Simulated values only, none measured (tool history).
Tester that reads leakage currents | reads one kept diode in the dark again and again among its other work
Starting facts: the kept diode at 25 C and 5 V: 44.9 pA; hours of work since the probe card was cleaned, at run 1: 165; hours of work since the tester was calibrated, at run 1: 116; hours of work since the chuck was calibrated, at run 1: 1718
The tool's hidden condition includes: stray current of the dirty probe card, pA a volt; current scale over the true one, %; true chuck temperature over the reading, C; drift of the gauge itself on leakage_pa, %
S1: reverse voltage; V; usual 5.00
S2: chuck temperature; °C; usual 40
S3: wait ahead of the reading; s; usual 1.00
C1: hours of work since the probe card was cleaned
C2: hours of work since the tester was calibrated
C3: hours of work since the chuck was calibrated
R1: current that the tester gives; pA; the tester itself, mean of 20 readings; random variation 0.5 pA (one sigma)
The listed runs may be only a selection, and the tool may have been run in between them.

run,hour,S1,S2,S3,C1,C2,C3,R1
1,0.0,5.00,40,1.00,165,116,1718,183.08
2,27.2,5.00,40,1.00,182,134,1736,185.18
3,60.0,5.00,40,0.43,204,155,1757,185.16
4,89.4,5.00,40,1.00,223,175,1777,185.33
5,116.9,5.00,40,1.00,241,193,1795,185.06
6,148.3,5.00,40,1.00,262,213,1816,185.97
7,169.7,5.00,40,1.00,276,228,1830,184.93
8,217.1,5.00,40,1.00,307,259,1861,185.40
9,255.2,5.00,40,1.00,332,284,1886,186.31
10,283.3,5.00,40,1.00,351,302,1904,186.18
11,329.6,5.00,48,1.00,381,333,1935,353.33
12,365.0,5.00,48,1.00,405,356,1958,355.38
# hour 370.3: chuck's temperature calibrated
13,392.1,5.00,48,1.00,421,372,14,320.80
14,414.8,5.00,48,1.00,436,387,29,318.17
15,458.8,5.00,40,1.00,465,416,58,168.36
16,479.8,5.00,40,1.00,479,430,72,168.44
17,518.5,5.00,40,1.00,504,456,97,167.98
18,551.2,5.00,40,1.00,526,477,119,168.65
19,573.2,1.08,40,1.00,540,492,133,92.53
20,622.2,1.08,40,1.00,572,524,166,92.90
21,672.6,16.31,58,9.88,606,557,199,1099.28
22,717.1,2.10,58,1.28,635,586,228,497.19
23,763.3,2.10,58,1.28,665,617,258,497.77
24,802.4,4.39,28,8.12,691,642,284,57.86
25,840.6,8.51,24,0.35,716,667,309,54.76
26,863.9,8.51,24,0.35,731,683,325,54.97
27,907.4,8.51,24,0.35,760,711,353,55.11
28,942.0,11.32,24,3.96,783,734,376,60.16
29,988.6,11.32,24,3.96,813,765,407,60.69
30,1013.9,5.00,34,1.34,830,781,423,104.22
31,1040.0,8.04,48,0.56,847,799,440,395.12
32,1077.0,17.65,27,7.02,871,823,465,95.86
33,1121.9,1.72,28,2.49,901,852,494,40.27
34,1155.6,1.44,24,0.51,923,875,516,26.64
35,1191.0,5.76,23,0.51,946,898,540,43.21
36,1224.8,7.67,29,0.51,969,920,562,82.32
37,1247.6,2.41,20,0.38,984,935,577,23.17
38,1286.6,7.73,59,1.38,1009,961,603,905.41
39,1332.1,7.73,59,1.38,1039,991,632,904.54

Here are 4 independent what-if runs from the current tool condition. What would each one return?
A,1380.3,5.00,40,0.39,1071,1022,664,?
B,1380.3,4.34,43,1.39,1071,1022,664,?
C,1380.3,7.73,32,1.38,1071,1022,664,?
D,1380.3,2.67,44,2.43,1071,1022,664,?

run,R1
A,173.93
B,210.56
C,106.23
D,188.94
What these runs would have given with no unlogged condition in the tool:
run,R1
A,166.87
B,202.70
C,100.12
D,182.33

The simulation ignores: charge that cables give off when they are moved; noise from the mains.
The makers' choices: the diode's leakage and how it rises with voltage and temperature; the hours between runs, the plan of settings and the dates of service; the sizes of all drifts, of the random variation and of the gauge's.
